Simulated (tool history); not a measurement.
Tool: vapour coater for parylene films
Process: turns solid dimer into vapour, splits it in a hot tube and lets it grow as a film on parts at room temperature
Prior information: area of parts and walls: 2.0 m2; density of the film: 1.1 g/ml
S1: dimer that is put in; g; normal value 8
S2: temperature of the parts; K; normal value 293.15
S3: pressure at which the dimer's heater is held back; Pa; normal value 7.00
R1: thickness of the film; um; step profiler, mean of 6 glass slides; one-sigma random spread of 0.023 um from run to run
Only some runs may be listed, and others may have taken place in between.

{"run": 1, "day": 0.0, "S1": 8, "S2": 293.15, "S3": 7.0, "R1": 2.58}
{"run": 2, "day": 0.942, "S1": 8, "S2": 290.15, "S3": 7.0, "R1": 2.98}
{"run": 3, "day": 1.629, "S1": 8, "S2": 290.15, "S3": 7.0, "R1": 2.99}
{"run": 4, "day": 2.312, "S1": 8, "S2": 290.15, "S3": 7.0, "R1": 2.94}
{"run": 5, "day": 3.112, "S1": 9, "S2": 293.15, "S3": 7.0, "R1": 2.86}
{"run": 6, "day": 3.671, "S1": 9, "S2": 293.15, "S3": 5.17, "R1": 2.88}
{"run": 7, "day": 4.521, "S1": 6, "S2": 293.15, "S3": 7.0, "R1": 1.88}
{"run": 8, "day": 5.212, "S1": 6, "S2": 293.15, "S3": 7.0, "R1": 1.84}
{"run": 9, "day": 5.675, "S1": 4, "S2": 293.15, "S3": 7.0, "R1": 1.27}
{"run": 10, "day": 6.45, "S1": 8, "S2": 303.15, "S3": 7.0, "R1": 1.52}
{"run": 11, "day": 6.862, "S1": 8, "S2": 303.15, "S3": 7.0, "R1": 1.55}
{"run": 12, "day": 7.85, "S1": 10, "S2": 295.15, "S3": 7.0, "R1": 2.84}
{"run": 13, "day": 8.367, "S1": 6, "S2": 292.15, "S3": 10.95, "R1": 1.93}
{"run": 14, "day": 9.129, "S1": 6, "S2": 292.15, "S3": 10.95, "R1": 1.86}
{"run": 15, "day": 10.125, "S1": 6, "S2": 292.15, "S3": 10.95, "R1": 1.87}
{"run": 16, "day": 11.046, "S1": 13, "S2": 291.15, "S3": 9.62, "R1": 4.29}
{"run": 17, "day": 11.671, "S1": 13, "S2": 291.15, "S3": 9.62, "R1": 4.23}
{"run": 18, "day": 12.517, "S1": 4, "S2": 293.15, "S3": 6.55, "R1": 1.23}
{"run": 19, "day": 13.112, "S1": 8, "S2": 293.15, "S3": 6.21, "R1": 2.41}
{"run": 20, "day": 13.854, "S1": 6, "S2": 291.15, "S3": 7.0, "R1": 2.01}

Below, each run's measurement less what the same run would have read without the hidden state. Both values contain the same run-to-run variation, but the gauge's scatter may not be the same in both:
The tool's hidden condition here consists of: vapour lost through the trap's worn valve, %; true temperature of the parts over the reading, C; drift of the gauge itself on film_um, %.
run=1 R1=+0.04
run=2 R1=+0.02
run=3 R1=+0.01
run=4 R1=+0.00
run=5 R1=-0.01
run=6 R1=-0.02
run=7 R1=-0.03
run=8 R1=-0.03
run=9 R1=-0.02
run=10 R1=-0.03
run=11 R1=-0.04
run=12 R1=-0.09
run=13 R1=-0.06
run=14 R1=-0.07
run=15 R1=-0.09
run=16 R1=-0.22
run=17 R1=-0.24
run=18 R1=-0.07
run=19 R1=-0.16
run=20 R1=-0.13

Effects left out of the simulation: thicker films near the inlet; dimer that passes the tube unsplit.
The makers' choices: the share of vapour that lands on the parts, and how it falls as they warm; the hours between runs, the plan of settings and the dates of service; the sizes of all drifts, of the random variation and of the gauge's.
